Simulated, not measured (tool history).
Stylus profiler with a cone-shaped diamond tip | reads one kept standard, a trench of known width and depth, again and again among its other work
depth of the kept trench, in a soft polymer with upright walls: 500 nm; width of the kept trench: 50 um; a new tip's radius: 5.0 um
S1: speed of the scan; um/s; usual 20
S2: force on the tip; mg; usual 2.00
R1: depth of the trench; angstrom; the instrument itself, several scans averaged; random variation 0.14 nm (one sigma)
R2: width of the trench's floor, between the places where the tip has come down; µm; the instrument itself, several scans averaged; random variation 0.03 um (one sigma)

run	hour	S1	S2	R1	R2
1	0.0	20	2.00	5051.5	44.48
2	18.2	47	2.00	5055.8	44.39
3	30.7	47	2.00	5054.5	44.39
4	49.2	20	2.00	5054.8	44.52
5	66.8	20	2.00	5051.7	44.39
6	78.4	20	2.00	5052.9	44.44
7	97.4	20	2.00	5053.4	44.41
8	118.4	6	2.00	5050.5	44.44
9	130.5	6	2.00	5051.4	44.46
10	150.0	20	2.00	5049.9	44.40
11	170.1	20	2.00	5054.2	44.37
12	192.1	20	2.00	5051.1	44.34
13	203.0	20	2.00	5050.8	44.31
14	226.6	20	2.00	5050.1	44.27
15	248.4	26	2.00	5052.0	44.26
16	267.3	26	2.00	5052.2	44.30
17	280.2	26	2.00	5052.1	44.21
18	295.0	26	2.00	5050.7	44.21
19	313.8	26	2.00	5050.2	44.21
20	331.1	26	2.00	5049.1	44.20
21	342.0	20	0.85	5027.4	44.15
22	362.0	20	0.85	5025.1	44.16
23	380.1	20	1.43	5035.7	44.18
24	399.4	20	1.02	5028.8	44.10
25	411.7	55	1.93	5049.5	44.01
26	424.4	6	5.16	5113.2	44.19
27	439.4	5	1.18	5039.1	44.13
28	463.6	9	1.06	5037.6	44.18
29	483.2	37	2.70	5072.4	44.00
30	496.0	37	2.70	5070.4	44.01
31	516.0	21	2.19	5059.1	44.04
32	535.4	15	5.72	5118.9	44.02
33	546.8	47	0.81	5029.2	43.87
34	568.9	24	3.10	5078.5	43.97
35	588.7	24	3.10	5078.9	43.98
36	601.2	58	3.07	5077.6	43.86
37	622.2	58	3.07	5077.9	43.91
38	637.3	36	0.89	5034.7	43.82
39	657.5	13	2.18	5059.6	43.99
40	668.1	27	2.18	5061.6	43.89
41	688.2	27	2.18	5061.4	43.90
42	701.0	17	1.17	5038.8	43.91
43	711.3	17	1.17	5039.8	43.90
44	730.5	17	1.17	5038.4	43.79
45	743.5	20	1.22	5039.2	43.85

Taken out of this log: 2 entries between the listed runs. Where each belongs, and how the hidden state differs across it:
Between runs 16 and 17: height scale calibrated on a step standard (hour 268.8)
  radius of the tip, um: 8.27 -> 8.3; height scale over the true one, %: -0.152 -> -0.176
  measured less the result without the state, R1: -7.7 -> -8.9 angstrom; R2: -1.31 -> -1.32 µm
Between runs 25 and 26: height scale calibrated on a step standard, once more (hour 415.5)
  radius of the tip, um: 8.64 -> 8.67; height scale over the true one, %: -0.193 -> -0.032
  measured less the result without the state, R1: -9.8 -> -1.6 angstrom; R2: -1.43 -> -1.44 µm

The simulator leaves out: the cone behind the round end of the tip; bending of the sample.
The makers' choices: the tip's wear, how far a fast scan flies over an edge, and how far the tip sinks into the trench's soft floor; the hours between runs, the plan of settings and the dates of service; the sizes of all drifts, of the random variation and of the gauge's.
